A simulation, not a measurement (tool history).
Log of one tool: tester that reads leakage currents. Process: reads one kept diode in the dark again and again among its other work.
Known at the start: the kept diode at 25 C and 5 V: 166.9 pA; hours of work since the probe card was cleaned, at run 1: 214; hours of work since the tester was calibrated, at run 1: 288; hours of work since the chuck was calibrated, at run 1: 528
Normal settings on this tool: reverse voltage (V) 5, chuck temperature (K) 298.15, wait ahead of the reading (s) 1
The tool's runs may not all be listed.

run	hour	reverse voltage (V)	chuck temperature (K)	wait ahead of the reading (s)	hours of work since the probe card was cleaned	hours of work since the tester was calibrated	hours of work since the chuck was calibrated	current that the tester gives (pA)
1	0	5	298.15	1	214	288	528	175.79
2	46.7	5	298.15	1	233	307	547	176.74
3	138.9	15.69	298.15	1	270	344	584	252.88
4	201.2	15.69	298.15	1	295	369	609	254.84
5	279.6	15.69	298.15	1	327	400	640	254.65
6	382.2	15.69	298.15	1	368	441	682	255.43
7	483	5.6	298.15	1	408	482	722	183.15
8	580.6	5.6	298.15	1	447	521	761	184.03
9	646.7	5	298.15	1	474	547	788	179.1
10	738.5	5	298.15	1	511	584	825	179.64
11	836.1	5	298.15	1	550	623	864	180.86
12	909.2	5	300.15	1	579	653	893	209.04
13	976.9	5	298.15	1	606	680	920	180.42
14	1023.2	5	298.15	1	625	699	939	182.14
15	1132.5	5	298.15	1	669	742	983	182.52
16	1235.5	5	298.15	1	710	784	1024	182.36
17	1344.1	5	302.15	1	754	827	1068	244.72
18	1391.9	5	302.15	1	773	847	1087	242.45
19	1499	5	298.15	1	816	890	1130	183.5
20	1604.4	5	298.15	3.48	858	932	1172	182.66
# hour 1617: probe card cleaned and baked
21	1664.1	1.46	311.15	3.48	19	955	1195	310.69
22	1748.4	17.47	316.15	3.53	53	988	1229	944.42
# hour 1799.7: probe card cleaned and baked, once more
23	1808.4	17.47	316.15	3.53	3	1011	1252	929.38
24	1917.6	1.24	307.15	9.84	47	1055	1295	223.85
25	1992.9	1.24	307.15	9.84	78	1085	1326	226.45
26	2086.9	13.45	310.15	5.58	115	1123	1363	583.49
27	2163.4	3.21	298.15	1.81	146	1154	1394	160.84
28	2270	1.96	298.15	1.25	189	1197	1437	138.57

What does the tool deliver on the next run?
29	2381.9	1.64	298.15	7.84	234	1241	1482	?

{"run 29": {"current that the tester gives (pA)": 131.39}}
The same run, on a tool lacking any hidden state, would have yielded current that the tester gives (pA) 118.27.

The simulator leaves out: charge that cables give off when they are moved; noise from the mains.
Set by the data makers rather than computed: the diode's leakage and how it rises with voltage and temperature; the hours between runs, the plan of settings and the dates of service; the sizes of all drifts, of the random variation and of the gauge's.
